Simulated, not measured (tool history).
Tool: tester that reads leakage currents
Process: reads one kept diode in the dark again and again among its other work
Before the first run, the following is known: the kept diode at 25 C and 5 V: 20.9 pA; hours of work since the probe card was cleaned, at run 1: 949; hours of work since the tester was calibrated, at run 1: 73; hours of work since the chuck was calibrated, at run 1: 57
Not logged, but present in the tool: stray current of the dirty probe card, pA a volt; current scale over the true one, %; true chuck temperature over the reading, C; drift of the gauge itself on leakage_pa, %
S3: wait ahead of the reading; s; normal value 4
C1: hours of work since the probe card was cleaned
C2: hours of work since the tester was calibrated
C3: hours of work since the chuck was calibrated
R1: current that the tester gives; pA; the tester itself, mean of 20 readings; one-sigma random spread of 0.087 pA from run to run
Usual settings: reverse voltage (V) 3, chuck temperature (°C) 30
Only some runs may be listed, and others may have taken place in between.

run 1 hour=0 | reverse_voltage_(V)=3 chuck_temperature_(°C)=30 S3=4 | C1=949 C2=73 C3=57 | R1=24.33
run 2 hour=60.2 | reverse_voltage_(V)=3 chuck_temperature_(°C)=30 S3=4 | C1=977 C2=101 C3=85 | R1=24.33
run 3 hour=121.2 | reverse_voltage_(V)=3.74 chuck_temperature_(°C)=30 S3=4 | C1=1006 C2=130 C3=114 | R1=27.37
run 4 hour=188.1 | reverse_voltage_(V)=3 chuck_temperature_(°C)=43 S3=4 | C1=1038 C2=162 C3=146 | R1=56.49
run 5 hour=254.5 | reverse_voltage_(V)=3 chuck_temperature_(°C)=43 S3=4 | C1=1069 C2=194 C3=177 | R1=56.41
run 6 hour=323 | reverse_voltage_(V)=8.37 chuck_temperature_(°C)=30 S3=4 | C1=1102 C2=226 C3=210 | R1=41.97
run 7 hour=372.6 | reverse_voltage_(V)=8.37 chuck_temperature_(°C)=30 S3=4 | C1=1125 C2=250 C3=233 | R1=42.32
-- hour=380 chuck's temperature calibrated
run 8 hour=446.8 | reverse_voltage_(V)=8.37 chuck_temperature_(°C)=30 S3=4 | C1=1160 C2=284 C3=32 | R1=41.62
run 9 hour=493.8 | reverse_voltage_(V)=8.37 chuck_temperature_(°C)=30 S3=4 | C1=1182 C2=306 C3=54 | R1=41.79
run 10 hour=548.7 | reverse_voltage_(V)=8.37 chuck_temperature_(°C)=25 S3=4 | C1=1208 C2=332 C3=80 | R1=30.41
run 11 hour=582.5 | reverse_voltage_(V)=2.69 chuck_temperature_(°C)=30 S3=4 | C1=1224 C2=348 C3=96 | R1=22.26
run 12 hour=614.5 | reverse_voltage_(V)=2.26 chuck_temperature_(°C)=30 S3=4 | C1=1239 C2=363 C3=111 | R1=20.43
run 13 hour=665.9 | reverse_voltage_(V)=2.26 chuck_temperature_(°C)=30 S3=4 | C1=1264 C2=388 C3=136 | R1=20.32
run 14 hour=707.5 | reverse_voltage_(V)=2.74 chuck_temperature_(°C)=30 S3=0.56 | C1=1283 C2=407 C3=155 | R1=24.35
-- hour=726.8 probe card cleaned and baked
run 15 hour=747.8 | reverse_voltage_(V)=3 chuck_temperature_(°C)=26 S3=1.43 | C1=10 C2=425 C3=173 | R1=17.49
-- hour=764.2 chuck's temperature calibrated, once more
run 16 hour=796.4 | reverse_voltage_(V)=3 chuck_temperature_(°C)=26 S3=1.85 | C1=32 C2=447 C3=15 | R1=18.14
run 17 hour=836.3 | reverse_voltage_(V)=3.04 chuck_temperature_(°C)=44 S3=9.2 | C1=51 C2=466 C3=34 | R1=60.46
run 18 hour=893.9 | reverse_voltage_(V)=3 chuck_temperature_(°C)=36 S3=0.74 | C1=78 C2=494 C3=62 | R1=36.9
run 19 hour=947.4 | reverse_voltage_(V)=3.4 chuck_temperature_(°C)=26 S3=0.47 | C1=104 C2=519 C3=87 | R1=21.64
run 20 hour=986.6 | reverse_voltage_(V)=9.88 chuck_temperature_(°C)=30 S3=0.81 | C1=122 C2=538 C3=106 | R1=47.43
run 21 hour=1023 | reverse_voltage_(V)=9.88 chuck_temperature_(°C)=22 S3=0.51 | C1=140 C2=555 C3=123 | R1=31.77
run 22 hour=1085.9 | reverse_voltage_(V)=9.88 chuck_temperature_(°C)=22 S3=0.51 | C1=169 C2=585 C3=153 | R1=31.99
run 23 hour=1151.8 | reverse_voltage_(V)=2.1 chuck_temperature_(°C)=58 S3=0.38 | C1=201 C2=616 C3=184 | R1=119.52
run 24 hour=1224.2 | reverse_voltage_(V)=3 chuck_temperature_(°C)=32 S3=2.77 | C1=235 C2=650 C3=218 | R1=26.84
run 25 hour=1296.4 | reverse_voltage_(V)=6.54 chuck_temperature_(°C)=32 S3=9.67 | C1=269 C2=684 C3=252 | R1=39.64

How the hidden state differs across the entries between the runs, from the last listed run before each to the first after it:
Between runs 7 and 8: chuck's temperature calibrated (hour 380)
  stray current of the dirty probe card, pA a volt: 0.385 -> 0.398; current scale over the true one, %: -0.11 -> -0.12; true chuck temperature over the reading, C: -0.29 -> -0.48
  what was measured, less what the result would be without the hidden state, R1: +2.23 -> +1.81 pA
Between runs 14 and 15: probe card cleaned and baked (hour 726.8)
  stray current of the dirty probe card, pA a volt: 0.44 -> 0.028; true chuck temperature over the reading, C: -0.65 -> -0.67
  what was measured, less what the result would be without the hidden state, R1: +0.12 -> -0.84 pA
Between runs 15 and 16: chuck's temperature calibrated, once more (hour 764.2)
  stray current of the dirty probe card, pA a volt: 0.028 -> 0.035; current scale over the true one, %: -0.16 -> -0.17; true chuck temperature over the reading, C: -0.67 -> 0.07
  what was measured, less what the result would be without the hidden state, R1: -0.84 -> +0.11 pA
